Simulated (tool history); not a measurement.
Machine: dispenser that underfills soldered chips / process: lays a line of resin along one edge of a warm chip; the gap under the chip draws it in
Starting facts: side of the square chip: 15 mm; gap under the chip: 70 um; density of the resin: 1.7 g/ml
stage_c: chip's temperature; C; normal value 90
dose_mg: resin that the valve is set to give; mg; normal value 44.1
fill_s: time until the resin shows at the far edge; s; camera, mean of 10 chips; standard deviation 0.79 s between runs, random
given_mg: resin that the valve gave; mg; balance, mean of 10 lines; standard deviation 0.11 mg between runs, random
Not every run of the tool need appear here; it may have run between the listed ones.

{"run": 1, "hour": 0.0, "stage_c": 90, "dose_mg": 44.1, "fill_s": 98.5, "given_mg": 43.25}
{"hour": 5.5, "done": "new syringe of resin"}
{"run": 2, "hour": 13.8, "stage_c": 80, "dose_mg": 44.1, "fill_s": 145.1, "given_mg": 43.32}
{"hour": 20.5, "done": "new syringe of resin"}
{"run": 3, "hour": 24.4, "stage_c": 96, "dose_mg": 44.1, "fill_s": 67.6, "given_mg": 43.24}
{"hour": 35.0, "done": "new syringe of resin"}
{"hour": 38.9, "done": "dispensing valve cleaned and set on the balance"}
{"run": 4, "hour": 40.0, "stage_c": 94, "dose_mg": 44.1, "fill_s": 73.9, "given_mg": 44.17}
{"run": 5, "hour": 47.1, "stage_c": 94, "dose_mg": 44.1, "fill_s": 88.5, "given_mg": 44.01}
{"hour": 50.6, "done": "new syringe of resin"}
{"run": 6, "hour": 56.4, "stage_c": 94, "dose_mg": 44.1, "fill_s": 76, "given_mg": 44.06}
{"hour": 65.0, "done": "new syringe of resin"}
{"run": 7, "hour": 68.8, "stage_c": 90, "dose_mg": 45.4, "fill_s": 85.7, "given_mg": 45.18}
{"hour": 79.6, "done": "new syringe of resin"}
{"run": 8, "hour": 80.6, "stage_c": 90, "dose_mg": 45.4, "fill_s": 80.1, "given_mg": 44.98}
{"hour": 95.0, "done": "new syringe of resin"}
{"run": 9, "hour": 95.1, "stage_c": 90, "dose_mg": 40.2, "fill_s": 78.5, "given_mg": 39.61}
{"run": 10, "hour": 103.3, "stage_c": 90, "dose_mg": 44.1, "fill_s": 99, "given_mg": 43.69}
{"hour": 109.2, "done": "new syringe of resin"}
{"run": 11, "hour": 116.6, "stage_c": 90, "dose_mg": 44.1, "fill_s": 97.2, "given_mg": 43.36}
{"hour": 123.8, "done": "new syringe of resin"}
{"run": 12, "hour": 124.2, "stage_c": 90, "dose_mg": 54.8, "fill_s": 77.1, "given_mg": 53.7}
{"run": 13, "hour": 132.2, "stage_c": 90, "dose_mg": 54.8, "fill_s": 94.4, "given_mg": 53.64}
{"hour": 138.4, "done": "new syringe of resin"}
{"run": 14, "hour": 143.3, "stage_c": 90, "dose_mg": 54.2, "fill_s": 88.8, "given_mg": 53}
{"hour": 151.4, "done": "dispensing valve cleaned and set on the balance"}
{"run": 15, "hour": 151.7, "stage_c": 96, "dose_mg": 45.6, "fill_s": 85.9, "given_mg": 45.83}
{"hour": 153.9, "done": "new syringe of resin"}
{"run": 16, "hour": 164.4, "stage_c": 76, "dose_mg": 39.1, "fill_s": 187.8, "given_mg": 39}
{"hour": 168.1, "done": "new syringe of resin"}
{"run": 17, "hour": 170.7, "stage_c": 91, "dose_mg": 48.8, "fill_s": 80.9, "given_mg": 48.78}
{"run": 18, "hour": 181.3, "stage_c": 91, "dose_mg": 48.8, "fill_s": 106, "given_mg": 48.71}
{"hour": 182.6, "done": "new syringe of resin"}
{"run": 19, "hour": 193.1, "stage_c": 102, "dose_mg": 40.6, "fill_s": 66, "given_mg": 40.24}
{"hour": 197.8, "done": "new syringe of resin"}
{"run": 20, "hour": 206.5, "stage_c": 102, "dose_mg": 40.6, "fill_s": 61.7, "given_mg": 40.16}
{"hour": 212.8, "done": "new syringe of resin"}
{"run": 21, "hour": 217.1, "stage_c": 87, "dose_mg": 46.2, "fill_s": 101.7, "given_mg": 45.76}
{"hour": 227.9, "done": "new syringe of resin"}
{"run": 22, "hour": 228.2, "stage_c": 87, "dose_mg": 46.2, "fill_s": 89.7, "given_mg": 45.31}
{"run": 23, "hour": 240.6, "stage_c": 104, "dose_mg": 41.7, "fill_s": 63.5, "given_mg": 40.95}

Here are 3 independent what-if runs from the current tool condition. What would each one return?
{"hour": 243.1, "done": "new syringe of resin"}
{"run": "A", "hour": 255.2, "stage_c": 81, "dose_mg": 54.3, "fill_s": "?", "given_mg": "?"}
{"hour": 243.1, "done": "new syringe of resin"}
{"run": "B", "hour": 255.2, "stage_c": 79, "dose_mg": 56.3, "fill_s": "?", "given_mg": "?"}
{"hour": 243.1, "done": "new syringe of resin"}
{"run": "C", "hour": 255.2, "stage_c": 77, "dose_mg": 44.1, "fill_s": "?", "given_mg": "?"}

run=A fill_s=156.4 given_mg=53.14
run=B fill_s=168.5 given_mg=55.19
run=C fill_s=190.3 given_mg=43.27
What these runs would have given with no unlogged condition in the tool:
run=A fill_s=104.4 given_mg=54.2
run=B fill_s=112.3 given_mg=56.29
run=C fill_s=126.6 given_mg=44.13

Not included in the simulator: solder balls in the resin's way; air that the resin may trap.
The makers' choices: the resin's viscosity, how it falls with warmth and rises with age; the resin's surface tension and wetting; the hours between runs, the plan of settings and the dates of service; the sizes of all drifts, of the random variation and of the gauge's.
